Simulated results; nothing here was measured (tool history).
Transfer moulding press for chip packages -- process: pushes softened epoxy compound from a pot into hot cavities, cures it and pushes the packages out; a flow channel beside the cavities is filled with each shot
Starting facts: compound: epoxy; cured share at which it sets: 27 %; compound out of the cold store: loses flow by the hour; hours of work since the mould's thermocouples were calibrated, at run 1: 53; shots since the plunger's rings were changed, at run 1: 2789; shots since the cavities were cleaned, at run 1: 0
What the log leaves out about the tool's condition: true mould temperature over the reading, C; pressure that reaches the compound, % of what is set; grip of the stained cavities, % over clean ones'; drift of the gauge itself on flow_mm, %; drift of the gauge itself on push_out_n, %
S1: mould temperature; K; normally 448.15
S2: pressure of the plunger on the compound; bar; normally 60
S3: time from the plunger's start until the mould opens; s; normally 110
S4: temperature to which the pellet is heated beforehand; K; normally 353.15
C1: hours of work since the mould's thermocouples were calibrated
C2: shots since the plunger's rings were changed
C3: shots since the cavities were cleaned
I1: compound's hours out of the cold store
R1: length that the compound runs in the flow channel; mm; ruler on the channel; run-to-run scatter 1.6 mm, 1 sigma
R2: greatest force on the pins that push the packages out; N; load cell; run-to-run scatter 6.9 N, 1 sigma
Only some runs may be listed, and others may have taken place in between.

run   hour      S1    S2   S3      S4   C1    C2   C3    I1   R1   R2
  1      0  448.15    60  110  353.15   53  2789    0  34.8  670  278
  2    8.7  448.15    60  115  353.15   57  2853   64  37.5  661  275
  3   16.8  448.15  51.5  110  353.15   61  2912  123  34.4  619  314
  4   26.1  448.15  51.5  110  353.15   65  2980  191  23.7  646  311
  5   34.1  448.15  51.5  110  353.15   69  3038  249  16.9  665  333
      41.3  -- plunger's sealing rings changed
  6   41.3  448.15  51.5  110  353.15   71     0  283    27  649  337
  7     48  452.15  51.5  110  353.15   74    49  332  43.4  599  322
  8   52.3  452.15  51.5  110  353.15   77    80  363  33.2  622  312
  9   58.5  452.15  51.5  110  353.15   79   125  408  23.1  646  315
      62.6  -- cavities cleaned with cleaning compound and waxed
 10   65.8  452.15  51.5  110  353.15   82   167   23  27.8  634  261
 11   72.2  448.15  60.6  110  353.15   85   214   70  41.5  666  310
 12   81.4  449.15  46.8  110  351.15   89   281  137    46  571  297
 13   87.9  447.15  46.8  110  344.15   93   328  184  32.6  607  324
 14   93.5  448.15    60  126  353.15   95   369  225  16.9  725  306
 15   99.5  451.15    60  126  359.15   98   413  269  31.3  677  292
 16  104.6  451.15  72.8  110  358.15  100   450  306  24.9  766  314
 17  112.2  451.15  59.9   99  358.15  104   506  362  14.6  720  342
 18    117  450.15  50.7  112  353.15  106   540  396  36.9  615  306
     122.5  -- cavities cleaned with cleaning compound and waxed
 19  124.1  440.15    60  106  345.15  109   581   11  37.4  698  495
 20  132.2  440.15    60  106  361.15  113   640   70  16.3  757  504
 21  136.3  448.15  62.5  136  363.15  115   670  100  22.6  723  275

What if the next run were any one of these 4? Each begins from the tool's condition after run 21:
  A  144.4  448.15  62.5  136  360.15  118  729  159  42.1   ?   ?
  B  144.4  448.15  74.6  110  356.15  118  729  159  44.8   ?   ?
  C  144.4  446.15    60  127  351.15  118  729  159    37   ?   ?
  D  144.4  445.15  50.3  148  363.15  118  729  159  27.5   ?   ?

run   R1   R2
  A  670  293
  B  728  315
  C  683  292
  D  642  292
With the hidden condition removed and each run's random variation left untouched, the same runs would have given:
run   R1   R2
  A  675  267
  B  734  285
  C  688  265
  D  647  265
